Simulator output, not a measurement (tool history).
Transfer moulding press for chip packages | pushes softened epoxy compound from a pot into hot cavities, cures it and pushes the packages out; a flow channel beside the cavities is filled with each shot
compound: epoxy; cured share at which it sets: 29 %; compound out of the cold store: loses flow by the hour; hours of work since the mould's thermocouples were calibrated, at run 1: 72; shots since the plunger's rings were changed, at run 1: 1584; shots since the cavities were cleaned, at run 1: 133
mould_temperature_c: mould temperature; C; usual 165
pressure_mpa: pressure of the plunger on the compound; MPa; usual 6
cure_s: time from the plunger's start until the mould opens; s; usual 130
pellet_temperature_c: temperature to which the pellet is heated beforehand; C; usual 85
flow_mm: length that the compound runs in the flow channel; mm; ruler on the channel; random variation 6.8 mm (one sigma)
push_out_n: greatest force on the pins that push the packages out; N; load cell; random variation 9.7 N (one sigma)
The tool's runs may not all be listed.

run	day	mould_temperature_c	pressure_mpa	cure_s	pellet_temperature_c	hours of work since the mould's thermocouples were calibrated	shots since the plunger's rings were changed	shots since the cavities were cleaned	incoming compound's hours out of the cold store	flow_mm	push_out_n
1	0	165	6	130	85	72	1584	133	30.8	752	487
2	1.029	170	6	130	85	87	1810	359	9.5	806	531
3	1.933	170	4.71	130	85	99	2009	558	34.7	645	572
4	2.967	165	6	143	85	114	2236	785	8.5	797	599
5	4.025	165	6	143	85	129	2468	1017	15.6	778	633
# day 4.317: cavities cleaned with cleaning compound and waxed
6	5.158	165	6	143	85	144	2703	184	22.1	763	671
7	6.162	165	6	130	85	159	2925	406	9.3	793	708
8	6.65	165	6	130	85	166	3031	512	37.5	724	663
9	7.367	171	6	130	85	176	3189	670	34.9	703	679
10	7.992	171	6	130	85	185	3327	808	23.6	733	627
# day 8.579: cavities cleaned with cleaning compound and waxed, once more
11	9.05	171	6	130	85	199	3546	104	32.9	704	472
12	9.9	165	6	130	85	211	3732	290	36.4	722	550
13	10.471	165	6	130	85	219	3858	416	16.8	765	560
14	11.354	165	6	130	85	232	4052	610	9.4	787	610
15	12.154	165	6	130	85	243	4227	785	44.9	689	611
16	12.929	165	6	130	85	254	4398	956	41.9	701	619
# day 13.517: cavities cleaned with cleaning compound and waxed
17	14.029	165	6	136	88	269	4626	113	9.6	771	476
18	14.746	161	5.6	112	89	279	4784	271	44.4	667	772
# day 15.221: plunger's sealing rings changed
19	15.567	165	6	130	93	289	77	429	8.2	816	552
20	16.538	165	6	130	93	303	290	642	16.9	821	636
21	17.362	159	6	130	85	315	471	823	29.3	808	818
# day 18.242: mould's thermocouples calibrated
22	18.533	159	6	130	85	4	710	1062	33.1	782	799
# day 18.675: cavities cleaned with cleaning compound and waxed
23	19.492	165	6.54	130	87	17	907	180	34	793	510
24	20.138	166	6.1	142	89	26	1049	322	14.9	793	538
25	21.079	165	6	130	76	39	1256	529	23.6	785	573
26	21.775	171	5.35	130	76	49	1409	682	29.2	707	575
27	22.367	162	4.76	110	85	58	1538	811	40	663	829
28	23.375	162	4.76	110	85	72	1760	1033	41.1	664	875
# day 23.579: cavities cleaned with cleaning compound and waxed
29	24.475	162	4.76	110	85	87	1989	198	20.8	701	743

Forecast each of these 4 alternatives for the next run:
A	25.033	171	6	134	85	95	2111	320	21	?	?
B	25.033	162	6.35	110	85	95	2111	320	22.9	?	?
C	25.033	165	6.64	130	78	95	2111	320	23.4	?	?
D	25.033	162	6.34	110	85	95	2111	320	37.7	?	?

run	flow_mm	push_out_n
A	761	498
B	803	783
C	800	545
D	767	771
Without the tool's hidden state the same runs would have given:
run	flow_mm	push_out_n
A	786	408
B	829	647
C	827	447
D	792	636

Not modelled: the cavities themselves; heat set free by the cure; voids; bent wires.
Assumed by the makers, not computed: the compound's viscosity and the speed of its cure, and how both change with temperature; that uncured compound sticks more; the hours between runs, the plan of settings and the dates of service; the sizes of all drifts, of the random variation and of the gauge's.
